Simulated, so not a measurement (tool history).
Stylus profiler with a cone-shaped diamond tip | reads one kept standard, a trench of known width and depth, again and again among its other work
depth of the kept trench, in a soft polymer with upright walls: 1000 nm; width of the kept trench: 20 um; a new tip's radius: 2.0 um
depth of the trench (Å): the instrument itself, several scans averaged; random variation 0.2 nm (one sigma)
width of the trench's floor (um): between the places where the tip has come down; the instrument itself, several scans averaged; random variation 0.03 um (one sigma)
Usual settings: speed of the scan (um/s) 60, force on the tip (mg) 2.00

run	hour	speed of the scan (um/s)	force on the tip (mg)	depth of the trench (Å)	width of the trench's floor (um)
1	0.0	60	2.00	10122.1	16.11
2	37.6	60	2.00	10125.3	16.12
3	66.3	60	1.30	10092.5	15.92
4	110.2	60	5.02	10238.3	16.11
5	153.5	60	2.00	10123.5	15.97
6	188.3	60	1.87	10118.6	15.98
7	212.7	60	1.87	10121.8	15.94
8	233.3	60	1.87	10113.0	15.92
# hour 236.7: height scale calibrated on a step standard
9	265.0	60	1.87	10109.0	15.88
10	285.5	102	1.35	10090.4	15.48
11	329.8	74	1.35	10084.6	15.71
12	371.1	74	1.35	10083.6	15.73
13	406.2	41	2.62	10141.7	15.97
14	442.3	25	2.73	10146.9	16.10
# hour 457.2: height scale calibrated on a step standard, once more
15	466.9	25	2.73	10156.8	16.12

Forecast each of these 4 alternatives for the next run:
A	506.2	25	2.23	?	?
B	506.2	39	2.00	?	?
C	506.2	118	5.75	?	?
D	506.2	16	3.38	?	?

run	depth of the trench (Å)	width of the trench's floor (um)
A	10130.1	16.11
B	10124.9	15.96
C	10255.1	15.71
D	10176.3	16.16
Without the tool's hidden state the same runs would have given:
run	depth of the trench (Å)	width of the trench's floor (um)
A	10135.2	16.45
B	10130.0	16.30
C	10260.2	16.06
D	10181.5	16.50

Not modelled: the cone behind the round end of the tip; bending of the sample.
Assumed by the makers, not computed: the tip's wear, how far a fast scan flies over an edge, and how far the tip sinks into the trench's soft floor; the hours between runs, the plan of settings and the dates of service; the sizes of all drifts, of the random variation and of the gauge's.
